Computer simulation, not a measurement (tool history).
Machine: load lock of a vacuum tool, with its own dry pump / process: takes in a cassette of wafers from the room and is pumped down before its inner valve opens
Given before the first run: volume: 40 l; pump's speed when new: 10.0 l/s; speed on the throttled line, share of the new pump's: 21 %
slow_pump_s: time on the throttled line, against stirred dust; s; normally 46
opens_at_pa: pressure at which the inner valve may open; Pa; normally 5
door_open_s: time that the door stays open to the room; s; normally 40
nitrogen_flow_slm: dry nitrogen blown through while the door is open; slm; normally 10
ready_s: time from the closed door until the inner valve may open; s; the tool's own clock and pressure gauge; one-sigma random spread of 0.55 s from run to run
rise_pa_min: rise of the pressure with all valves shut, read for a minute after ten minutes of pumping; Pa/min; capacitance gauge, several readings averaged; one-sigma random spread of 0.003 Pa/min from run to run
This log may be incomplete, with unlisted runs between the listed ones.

| run | hour | slow_pump_s | opens_at_pa | door_open_s | nitrogen_flow_slm | incoming humidity of the room's air, % | ready_s | rise_pa_min |
|---|---|---|---|---|---|---|---|---|
| 1 | 0 | 46 | 5 | 40 | 10 | 45.1 | 84.5 | 0.033 |
| 2 | 134.4 | 46 | 5 | 40 | 10 | 45.1 | 83.5 | 0.036 |
| 3 | 289.2 | 46 | 5 | 40 | 10 | 42.4 | 84.3 | 0.033 |
| 4 | 395.7 | 46 | 5 | 147 | 10 | 47.5 | 83.6 | 0.049 |
| 5 | 555.7 | 46 | 9 | 40 | 10 | 47 | 81.4 | 0.038 |
| 6 | 686.8 | 46 | 9 | 40 | 10 | 43.3 | 81 | 0.034 |
| 7 | 802.9 | 46 | 9 | 40 | 10 | 47.1 | 80.6 | 0.042 |
| 8 | 873.1 | 46 | 9 | 40 | 10 | 45.1 | 81.6 | 0.035 |
| 9 | 1003.2 | 46 | 8 | 40 | 10 | 45.9 | 82.1 | 0.038 |
| 10 | 1095.4 | 81 | 5 | 40 | 10 | 44.6 | 111 | 0.036 |
| 11 | 1198 | 81 | 5 | 40 | 10 | 46.2 | 110.5 | 0.043 |
| 12 | 1351.5 | 46 | 5 | 40 | 10 | 50.1 | 84.3 | 0.041 |
| 13 | 1474.9 | 46 | 5 | 40 | 10 | 46 | 85.7 | 0.036 |
| 14 | 1588.8 | 46 | 5 | 40 | 35 | 47.2 | 84.5 | 0.033 |
| 15 | 1745.3 | 46 | 9 | 40 | 4 | 47.3 | 82.2 | 0.046 |
| 16 | 1870.5 | 46 | 9 | 40 | 4 | 42.7 | 82.3 | 0.04 |
| 17 | 1947.5 | 46 | 9 | 40 | 4 | 44.8 | 82.4 | 0.046 |
| 18 | 2079.9 | 46 | 9 | 40 | 4 | 42.5 | 81.9 | 0.044 |
| 19 | 2206.4 | 46 | 9 | 40 | 4 | 43.6 | 82.9 | 0.049 |
| 20 | 2282.5 | 78 | 4 | 155 | 10 | 47.2 | 111.5 | 0.065 |
| 21 | 2400.9 | 78 | 4 | 155 | 10 | 46.6 | 111.2 | 0.069 |
| 22 | 2480.5 | 78 | 4 | 155 | 10 | 43.1 | 110.9 | 0.064 |
| 23 | 2608.3 | 35 | 7 | 155 | 10 | 45.7 | 75.9 | 0.073 |
| 24 | 2737.8 | 58 | 7 | 55 | 10 | 44.8 | 93 | 0.045 |
| 25 | 2821.2 | 46 | 5 | 197 | 10 | 43 | 86.4 | 0.066 |
| 26 | 2975.9 | 46 | 5 | 197 | 10 | 43.4 | 86.4 | 0.063 |

Selected run-to-run steps in ready_s, each split into two signed amounts: the part the tool would show with no hidden state at all (from settings, incoming material and random variation), and the remainder, which goes to the hidden state together with any gauge scatter not common to the measured and the hidden-state-free results:
Hidden state at play: pump's speed, % of a new pump's; leak at the door's seal, Pa l/s; drift of the gauge itself on ready_s, %; drift of the gauge itself on rise_pa_min, %.
Run 9 -> 10: slow_pump_s 46 -> 81, opens_at_pa 8 -> 5. ready_s +28.9 s: hidden state -1.1, all else +30.
Run 11 -> 12: slow_pump_s 81 -> 46. ready_s -26.2 s: hidden state +2, all else -28.2.
Run 22 -> 23: slow_pump_s 78 -> 35, opens_at_pa 4 -> 7. ready_s -35 s: hidden state +2, all else -37.
